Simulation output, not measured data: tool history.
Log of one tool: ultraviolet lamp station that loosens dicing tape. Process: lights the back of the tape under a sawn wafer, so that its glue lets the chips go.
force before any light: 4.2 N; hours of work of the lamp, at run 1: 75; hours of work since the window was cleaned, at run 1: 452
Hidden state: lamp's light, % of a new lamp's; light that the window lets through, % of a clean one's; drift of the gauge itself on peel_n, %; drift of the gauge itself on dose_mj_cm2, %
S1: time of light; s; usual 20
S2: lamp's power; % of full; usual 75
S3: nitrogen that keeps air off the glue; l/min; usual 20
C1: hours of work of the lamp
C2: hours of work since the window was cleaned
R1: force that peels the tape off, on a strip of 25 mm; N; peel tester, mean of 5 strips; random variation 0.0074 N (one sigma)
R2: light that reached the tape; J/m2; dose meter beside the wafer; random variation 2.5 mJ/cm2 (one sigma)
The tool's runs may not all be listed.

run 1 hour=0 | S1=20 S2=75 S3=20 | C1=75 C2=452 | R1=0.341 R2=2330
run 2 hour=12.1 | S1=20 S2=75 S3=20 | C1=84 C2=461 | R1=0.357 R2=2340
run 3 hour=23.1 | S1=20 S2=75 S3=20 | C1=93 C2=469 | R1=0.364 R2=2290
run 4 hour=31.9 | S1=20 S2=75 S3=11 | C1=99 C2=475 | R1=0.512 R2=2290
run 5 hour=38.5 | S1=20 S2=75 S3=11 | C1=104 C2=480 | R1=0.503 R2=2340
-- hour=40.2 window cleaned of glue's vapour
run 6 hour=52.2 | S1=20 S2=75 S3=11 | C1=114 C2=9 | R1=0.595 R2=1950
run 7 hour=60.2 | S1=20 S2=75 S3=11 | C1=120 C2=15 | R1=0.61 R2=1980
run 8 hour=69.5 | S1=20 S2=75 S3=11 | C1=127 C2=22 | R1=0.62 R2=1970
-- hour=71.6 window cleaned of glue's vapour, once more
run 9 hour=84.1 | S1=20 S2=75 S3=20 | C1=137 C2=9 | R1=0.304 R2=2650
run 10 hour=94.6 | S1=20 S2=75 S3=20 | C1=145 C2=17 | R1=0.293 R2=2640
run 11 hour=105.9 | S1=20 S2=75 S3=20 | C1=153 C2=25 | R1=0.311 R2=2600
run 12 hour=118 | S1=20 S2=75 S3=20 | C1=162 C2=34 | R1=0.316 R2=2650
run 13 hour=127.8 | S1=20 S2=75 S3=20 | C1=169 C2=42 | R1=0.308 R2=2600
run 14 hour=142.8 | S1=20 S2=75 S3=14 | C1=181 C2=53 | R1=0.367 R2=2570
run 15 hour=149.4 | S1=20 S2=75 S3=14 | C1=186 C2=58 | R1=0.377 R2=2530
run 16 hour=157.3 | S1=20 S2=75 S3=14 | C1=191 C2=64 | R1=0.361 R2=2570
run 17 hour=167 | S1=20 S2=75 S3=14 | C1=199 C2=71 | R1=0.379 R2=2550
run 18 hour=177.6 | S1=20 S2=75 S3=20 | C1=206 C2=79 | R1=0.323 R2=2490
run 19 hour=192.4 | S1=20 S2=75 S3=20 | C1=217 C2=90 | R1=0.332 R2=2510
run 20 hour=200.7 | S1=20 S2=75 S3=7 | C1=224 C2=96 | R1=0.533 R2=2470
run 21 hour=209.6 | S1=20 S2=75 S3=7 | C1=230 C2=102 | R1=0.553 R2=2480
run 22 hour=216.4 | S1=20 S2=75 S3=20 | C1=235 C2=107 | R1=0.352 R2=2470
run 23 hour=223.3 | S1=20 S2=83 S3=13 | C1=240 C2=112 | R1=0.349 R2=2700
run 24 hour=237.5 | S1=20 S2=83 S3=13 | C1=251 C2=123 | R1=0.345 R2=2690
run 25 hour=251.9 | S1=20 S2=85 S3=16 | C1=261 C2=134 | R1=0.322 R2=2710
run 26 hour=267.7 | S1=20 S2=100 S3=9 | C1=273 C2=145 | R1=0.322 R2=3180
run 27 hour=283.4 | S1=20 S2=78 S3=7 | C1=285 C2=157 | R1=0.559 R2=2440
run 28 hour=296.8 | S1=18 S2=87 S3=6 | C1=295 C2=167 | R1=0.57 R2=2470
run 29 hour=311.2 | S1=18 S2=87 S3=6 | C1=305 C2=178 | R1=0.631 R2=2380
run 30 hour=322.7 | S1=11 S2=65 S3=11 | C1=314 C2=186 | R1=1.359 R2=1070
run 31 hour=337.7 | S1=13 S2=62 S3=20 | C1=325 C2=197 | R1=0.967 R2=1220
run 32 hour=349.1 | S1=13 S2=62 S3=20 | C1=334 C2=206 | R1=0.957 R2=1200
run 33 hour=356.3 | S1=12 S2=70 S3=12 | C1=339 C2=211 | R1=1.078 R2=1230
run 34 hour=363.9 | S1=12 S2=70 S3=12 | C1=344 C2=217 | R1=1.104 R2=1280
run 35 hour=373.3 | S1=28 S2=75 S3=12 | C1=351 C2=224 | R1=0.299 R2=3050
run 36 hour=387.2 | S1=28 S2=75 S3=12 | C1=362 C2=234 | R1=0.307 R2=3050
run 37 hour=399.1 | S1=28 S2=75 S3=12 | C1=371 C2=243 | R1=0.294 R2=3080
run 38 hour=407.9 | S1=28 S2=75 S3=12 | C1=377 C2=249 | R1=0.31 R2=3040
run 39 hour=421.8 | S1=15 S2=75 S3=12 | C1=387 C2=260 | R1=0.775 R2=1590
run 40 hour=436 | S1=15 S2=75 S3=12 | C1=398 C2=270 | R1=0.759 R2=1610
run 41 hour=445.7 | S1=20 S2=92 S3=20 | C1=405 C2=277 | R1=0.311 R2=2610
run 42 hour=460.1 | S1=20 S2=92 S3=20 | C1=416 C2=288 | R1=0.333 R2=2620
run 43 hour=474.2 | S1=20 S2=92 S3=20 | C1=426 C2=298 | R1=0.328 R2=2530

3 ways to go on from here, each from the tool as it stands after run 43. What would each give?
run A hour=486.2 | S1=22 S2=71 S3=16 | C1=435 C2=307 | R1=? R2=?
run B hour=486.2 | S1=13 S2=61 S3=7 | C1=435 C2=307 | R1=? R2=?
run C hour=486.2 | S1=20 S2=75 S3=6 | C1=435 C2=307 | R1=? R2=?

run=A R1=0.445 R2=2110
run=B R1=1.603 R2=1080
run=C R1=0.799 R2=2050
Without the tool's hidden state the same runs would have given:
run=A R1=0.276 R2=2990
run=B R1=1.105 R2=1530
run=C R1=0.474 R2=2890
